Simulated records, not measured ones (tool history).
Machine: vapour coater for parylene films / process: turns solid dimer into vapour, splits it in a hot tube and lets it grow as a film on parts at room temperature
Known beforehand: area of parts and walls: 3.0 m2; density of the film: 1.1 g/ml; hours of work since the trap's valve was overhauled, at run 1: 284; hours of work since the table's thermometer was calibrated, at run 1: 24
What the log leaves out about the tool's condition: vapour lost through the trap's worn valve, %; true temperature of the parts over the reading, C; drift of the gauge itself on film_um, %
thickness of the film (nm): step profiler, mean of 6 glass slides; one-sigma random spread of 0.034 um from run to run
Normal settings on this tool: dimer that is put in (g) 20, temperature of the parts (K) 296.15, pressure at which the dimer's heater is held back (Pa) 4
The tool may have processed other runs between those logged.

run,hour,dimer that is put in (g),temperature of the parts (K),pressure at which the dimer's heater is held back (Pa),hours of work since the trap's valve was overhauled,hours of work since the table's thermometer was calibrated,thickness of the film (nm)
1,0,20,296.15,4,284,24,4230
2,17.6,20,296.15,4,298,38,4190
3,29.5,20,296.15,4,307,47,4180
4,40,20,296.15,4,315,55,4240
5,54.7,20,296.15,4,326,67,4190
6,72.6,20,296.15,4,340,81,4190
7,82.2,20,296.15,4,348,88,4240
8,98.7,20,296.15,4,361,101,4200
9,115.8,20,296.15,10.02,374,115,3770
# hour 118: table's thermometer calibrated
10,134.1,20,296.15,10.02,388,13,3770
11,145,20,297.15,4,396,21,4010
12,161.6,20,296.15,4,409,34,4150
13,182.1,20,296.15,4,425,50,4140
14,191.3,20,296.15,3.39,432,57,4190
15,206,20,296.15,3.39,444,69,4220
# hour 211.5: table's thermometer calibrated, once more
16,216.6,17,296.15,2.61,451,4,3770
17,228.3,20,291.15,4,460,13,5120
18,242.3,27,303.15,5.44,471,24,4100
19,253.9,27,303.15,5.44,480,33,4110
20,266.8,20,308.15,4.67,490,43,2500
21,277.5,20,308.15,4.67,499,52,2540
22,290.9,20,308.15,4.67,509,62,2510
# hour 305.1: trap's valve overhauled
23,308.4,17,292.15,3.31,3,72,4430
24,321.3,14,288.15,4.84,13,83,4060
25,341.1,11,290.15,4,28,98,3020

Consider 4 possible next runs. They are alternatives, not a sequence: every one starts from the tool as it was left by run 25. What does each give?
A,356,11,290.15,4,40,110,?
B,356,11,293.15,11.26,40,110,?
C,356,9,296.15,2.53,40,110,?
D,356,11,297.15,4,40,110,?

run,thickness of the film (nm)
A,3040
B,2390
C,1990
D,2250
Take away the tool's hidden state, keep each run's random variation, and the runs would have read:
run,thickness of the film (nm)
A,3080
B,2420
C,2020
D,2280
